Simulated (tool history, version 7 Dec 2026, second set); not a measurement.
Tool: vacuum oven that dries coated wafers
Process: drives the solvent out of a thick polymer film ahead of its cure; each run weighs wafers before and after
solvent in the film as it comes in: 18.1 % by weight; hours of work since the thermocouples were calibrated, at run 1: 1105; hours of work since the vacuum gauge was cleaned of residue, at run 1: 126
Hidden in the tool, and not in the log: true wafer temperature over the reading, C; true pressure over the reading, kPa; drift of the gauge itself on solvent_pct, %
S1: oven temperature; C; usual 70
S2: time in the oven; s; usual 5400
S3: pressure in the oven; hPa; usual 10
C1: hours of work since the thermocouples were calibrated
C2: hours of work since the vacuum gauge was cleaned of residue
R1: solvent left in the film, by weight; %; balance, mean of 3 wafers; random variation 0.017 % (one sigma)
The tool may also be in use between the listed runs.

| run | day | S1 | S2 | S3 | C1 | C2 | R1 |
|---|---|---|---|---|---|---|---|
| 1 | 0 | 70 | 5400 | 10 | 1105 | 126 | 1.85 |
| 2 | 0.538 | 70 | 5400 | 10 | 1114 | 135 | 1.84 |
| 3 | 0.983 | 70 | 5400 | 10 | 1121 | 142 | 1.85 |
| 4 | 1.675 | 70 | 5400 | 10 | 1132 | 153 | 1.85 |
| 5 | 2.225 | 61 | 5400 | 10 | 1141 | 161 | 4.68 |
| 6 | 2.533 | 70 | 5400 | 29.5 | 1145 | 166 | 2.59 |
| 7 | 3.054 | 70 | 5400 | 29.5 | 1154 | 175 | 2.58 |
| 8 | 3.504 | 70 | 5400 | 29.5 | 1161 | 182 | 2.59 |
| 9 | 4.104 | 70 | 5400 | 29.5 | 1170 | 191 | 2.59 |
| 10 | 4.733 | 70 | 5400 | 29.5 | 1180 | 201 | 2.58 |
| 11 | 5.371 | 70 | 7680 | 29.5 | 1190 | 211 | 1.75 |
| 12 | 5.992 | 70 | 7680 | 29.5 | 1200 | 221 | 1.71 |
| 13 | 6.375 | 70 | 7680 | 29.5 | 1206 | 227 | 1.74 |
| 14 | 6.804 | 72 | 5400 | 10 | 1213 | 234 | 1.4 |
| 15 | 7.167 | 72 | 5400 | 10 | 1219 | 239 | 1.42 |
| 16 | 7.658 | 66 | 2940 | 8.7 | 1226 | 247 | 5.91 |
| 17 | 7.983 | 70 | 4200 | 5.3 | 1232 | 252 | 2.63 |
| 18 | 8.371 | 70 | 4200 | 5.3 | 1238 | 259 | 2.61 |
| 19 | 8.833 | 70 | 5220 | 5.9 | 1245 | 266 | 1.82 |
| 20 | 9.217 | 70 | 3660 | 5.9 | 1251 | 272 | 3.27 |
| 21 | 9.6 | 73 | 7020 | 10 | 1257 | 278 | 0.71 |
|  | 9.967 | oven's thermocouples calibrated |
| 22 | 10.054 | 77 | 8580 | 13.5 | 1 | 284 | 0.47 |
| 23 | 10.662 | 55 | 5580 | 7 | 11 | 293 | 6.69 |
| 24 | 11.046 | 70 | 4260 | 10 | 17 | 299 | 2.77 |
| 25 | 11.5 | 70 | 4260 | 10 | 24 | 307 | 2.75 |
| 26 | 11.979 | 70 | 4260 | 10 | 32 | 314 | 2.8 |
| 27 | 12.525 | 70 | 4260 | 10 | 40 | 323 | 2.75 |
| 28 | 13.104 | 70 | 3180 | 11.2 | 50 | 332 | 4.16 |
| 29 | 13.658 | 70 | 3180 | 11.2 | 58 | 341 | 4.15 |

Forecast each of these 4 alternatives for the next run:
| A | 14.192 | 75 | 6060 | 17.7 | 67 | 349 | ? |
| B | 14.192 | 77 | 4800 | 5 | 67 | 349 | ? |
| C | 14.192 | 70 | 3000 | 11.2 | 67 | 349 | ? |
| D | 14.192 | 70 | 3180 | 11.2 | 67 | 349 | ? |

| run | R1 |
|---|---|
| A | 0.99 |
| B | 0.76 |
| C | 4.47 |
| D | 4.17 |
Without the tool's hidden state the same runs would have given:
| run | R1 |
|---|---|
| A | 0.99 |
| B | 0.76 |
| C | 4.46 |
| D | 4.17 |
